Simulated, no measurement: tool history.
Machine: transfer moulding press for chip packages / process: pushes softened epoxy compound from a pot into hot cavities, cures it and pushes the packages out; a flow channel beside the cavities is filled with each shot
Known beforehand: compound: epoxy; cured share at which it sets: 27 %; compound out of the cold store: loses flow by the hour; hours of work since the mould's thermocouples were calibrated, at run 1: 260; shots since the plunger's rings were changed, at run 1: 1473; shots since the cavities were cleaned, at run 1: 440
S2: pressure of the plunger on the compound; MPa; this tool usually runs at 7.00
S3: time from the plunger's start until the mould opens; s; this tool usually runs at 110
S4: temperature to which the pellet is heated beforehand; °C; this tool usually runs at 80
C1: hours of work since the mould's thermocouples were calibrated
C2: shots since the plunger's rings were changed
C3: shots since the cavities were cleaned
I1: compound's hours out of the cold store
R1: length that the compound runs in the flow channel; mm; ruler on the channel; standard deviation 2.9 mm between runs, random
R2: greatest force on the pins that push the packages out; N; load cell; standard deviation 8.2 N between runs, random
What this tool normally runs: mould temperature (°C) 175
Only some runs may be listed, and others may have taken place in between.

{"run": 1, "day": 0.0, "mould temperature (°C)": 175, "S2": 7.0, "S3": 110, "S4": 80, "C1": 260, "C2": 1473, "C3": 440, "I1": 24.7, "R1": 794, "R2": 495}
{"run": 2, "day": 0.371, "mould temperature (°C)": 175, "S2": 7.0, "S3": 110, "S4": 80, "C1": 266, "C2": 1566, "C3": 533, "I1": 47.4, "R1": 678, "R2": 515}
{"run": 3, "day": 0.917, "mould temperature (°C)": 175, "S2": 7.0, "S3": 110, "S4": 80, "C1": 273, "C2": 1701, "C3": 668, "I1": 31.5, "R1": 753, "R2": 540}
{"day": 1.408, "done": "cavities cleaned with cleaning compound and waxed"}
{"run": 4, "day": 1.638, "mould temperature (°C)": 175, "S2": 7.0, "S3": 110, "S4": 80, "C1": 283, "C2": 1864, "C3": 57, "I1": 42.3, "R1": 703, "R2": 374}
{"run": 5, "day": 2.267, "mould temperature (°C)": 175, "S2": 7.0, "S3": 110, "S4": 80, "C1": 291, "C2": 2020, "C3": 213, "I1": 30.9, "R1": 758, "R2": 434}
{"run": 6, "day": 2.842, "mould temperature (°C)": 175, "S2": 7.0, "S3": 110, "S4": 80, "C1": 299, "C2": 2162, "C3": 355, "I1": 11.3, "R1": 863, "R2": 486}
{"run": 7, "day": 3.421, "mould temperature (°C)": 175, "S2": 7.0, "S3": 110, "S4": 80, "C1": 308, "C2": 2306, "C3": 499, "I1": 45.7, "R1": 684, "R2": 488}
{"run": 8, "day": 3.933, "mould temperature (°C)": 175, "S2": 7.0, "S3": 110, "S4": 80, "C1": 315, "C2": 2433, "C3": 626, "I1": 18.9, "R1": 814, "R2": 540}
{"run": 9, "day": 4.258, "mould temperature (°C)": 175, "S2": 7.0, "S3": 110, "S4": 80, "C1": 319, "C2": 2514, "C3": 707, "I1": 34.6, "R1": 732, "R2": 558}
{"day": 4.575, "done": "cavities cleaned with cleaning compound and waxed"}
{"run": 10, "day": 4.879, "mould temperature (°C)": 175, "S2": 7.0, "S3": 110, "S4": 80, "C1": 327, "C2": 2652, "C3": 75, "I1": 45.6, "R1": 686, "R2": 360}
{"run": 11, "day": 5.246, "mould temperature (°C)": 175, "S2": 7.0, "S3": 110, "S4": 81, "C1": 332, "C2": 2743, "C3": 166, "I1": 44.3, "R1": 686, "R2": 389}
{"day": 5.388, "done": "mould's thermocouples calibrated"}
{"run": 12, "day": 5.971, "mould temperature (°C)": 175, "S2": 7.0, "S3": 132, "S4": 81, "C1": 8, "C2": 2902, "C3": 325, "I1": 15.0, "R1": 834, "R2": 386}
{"run": 13, "day": 6.5, "mould temperature (°C)": 172, "S2": 7.0, "S3": 110, "S4": 80, "C1": 16, "C2": 3033, "C3": 456, "I1": 42.1, "R1": 701, "R2": 562}
{"run": 14, "day": 6.838, "mould temperature (°C)": 175, "S2": 7.0, "S3": 110, "S4": 80, "C1": 20, "C2": 3117, "C3": 540, "I1": 24.3, "R1": 786, "R2": 518}
{"run": 15, "day": 7.425, "mould temperature (°C)": 175, "S2": 7.0, "S3": 110, "S4": 81, "C1": 29, "C2": 3262, "C3": 685, "I1": 35.8, "R1": 724, "R2": 549}
{"day": 7.842, "done": "cavities cleaned with cleaning compound and waxed"}
{"run": 16, "day": 8.012, "mould temperature (°C)": 175, "S2": 6.84, "S3": 110, "S4": 80, "C1": 36, "C2": 3393, "C3": 42, "I1": 17.0, "R1": 814, "R2": 360}
{"run": 17, "day": 8.55, "mould temperature (°C)": 181, "S2": 6.33, "S3": 110, "S4": 80, "C1": 44, "C2": 3525, "C3": 174, "I1": 26.1, "R1": 721, "R2": 369}
{"day": 9.058, "done": "mould's thermocouples calibrated, once more"}
{"run": 18, "day": 9.188, "mould temperature (°C)": 176, "S2": 6.79, "S3": 110, "S4": 80, "C1": 2, "C2": 3663, "C3": 312, "I1": 18.1, "R1": 799, "R2": 429}
{"run": 19, "day": 9.658, "mould temperature (°C)": 175, "S2": 7.3, "S3": 109, "S4": 71, "C1": 8, "C2": 3780, "C3": 429, "I1": 45.8, "R1": 688, "R2": 497}
{"run": 20, "day": 10.333, "mould temperature (°C)": 175, "S2": 8.75, "S3": 110, "S4": 80, "C1": 18, "C2": 3947, "C3": 596, "I1": 21.5, "R1": 885, "R2": 526}
{"run": 21, "day": 10.708, "mould temperature (°C)": 175, "S2": 8.75, "S3": 110, "S4": 80, "C1": 23, "C2": 4040, "C3": 689, "I1": 11.6, "R1": 946, "R2": 566}
{"day": 11.083, "done": "cavities cleaned with cleaning compound and waxed"}
{"run": 22, "day": 11.371, "mould temperature (°C)": 174, "S2": 6.93, "S3": 98, "S4": 79, "C1": 32, "C2": 4189, "C3": 71, "I1": 30.6, "R1": 740, "R2": 478}
{"run": 23, "day": 11.854, "mould temperature (°C)": 174, "S2": 6.93, "S3": 98, "S4": 79, "C1": 39, "C2": 4309, "C3": 191, "I1": 47.1, "R1": 664, "R2": 511}
{"run": 24, "day": 12.208, "mould temperature (°C)": 174, "S2": 6.93, "S3": 98, "S4": 79, "C1": 44, "C2": 4397, "C3": 279, "I1": 34.0, "R1": 727, "R2": 590}
{"run": 25, "day": 12.512, "mould temperature (°C)": 175, "S2": 6.22, "S3": 110, "S4": 80, "C1": 48, "C2": 4471, "C3": 353, "I1": 18.6, "R1": 761, "R2": 479}
{"run": 26, "day": 12.867, "mould temperature (°C)": 175, "S2": 6.22, "S3": 110, "S4": 80, "C1": 53, "C2": 4559, "C3": 441, "I1": 23.1, "R1": 737, "R2": 493}
{"run": 27, "day": 13.479, "mould temperature (°C)": 175, "S2": 6.22, "S3": 141, "S4": 80, "C1": 61, "C2": 4712, "C3": 594, "I1": 36.7, "R1": 669, "R2": 413}
{"run": 28, "day": 14.042, "mould temperature (°C)": 175, "S2": 7.0, "S3": 131, "S4": 84, "C1": 69, "C2": 4851, "C3": 733, "I1": 43.1, "R1": 684, "R2": 460}

Forecast each of these 3 alternatives for the next run:
{"day": 14.283, "done": "cavities cleaned with cleaning compound and waxed"}
{"run": "A", "day": 14.658, "mould temperature (°C)": 175, "S2": 7.0, "S3": 131, "S4": 84, "C1": 77, "C2": 4989, "C3": 94, "I1": 29.9, "R1": "?", "R2": "?"}
{"day": 14.283, "done": "cavities cleaned with cleaning compound and waxed"}
{"run": "B", "day": 14.658, "mould temperature (°C)": 175, "S2": 7.0, "S3": 105, "S4": 80, "C1": 77, "C2": 4989, "C3": 94, "I1": 20.6, "R1": "?", "R2": "?"}
{"day": 14.283, "done": "cavities cleaned with cleaning compound and waxed"}
{"run": "C", "day": 14.658, "mould temperature (°C)": 169, "S2": 7.0, "S3": 106, "S4": 87, "C1": 77, "C2": 4989, "C3": 94, "I1": 12.0, "R1": "?", "R2": "?"}

run=A R1=742 R2=331
run=B R1=792 R2=452
run=C R1=854 R2=670
Had the tool no hidden state, the same runs would have come out as:
run=A R1=772 R2=290
run=B R1=824 R2=397
run=C R1=888 R2=589

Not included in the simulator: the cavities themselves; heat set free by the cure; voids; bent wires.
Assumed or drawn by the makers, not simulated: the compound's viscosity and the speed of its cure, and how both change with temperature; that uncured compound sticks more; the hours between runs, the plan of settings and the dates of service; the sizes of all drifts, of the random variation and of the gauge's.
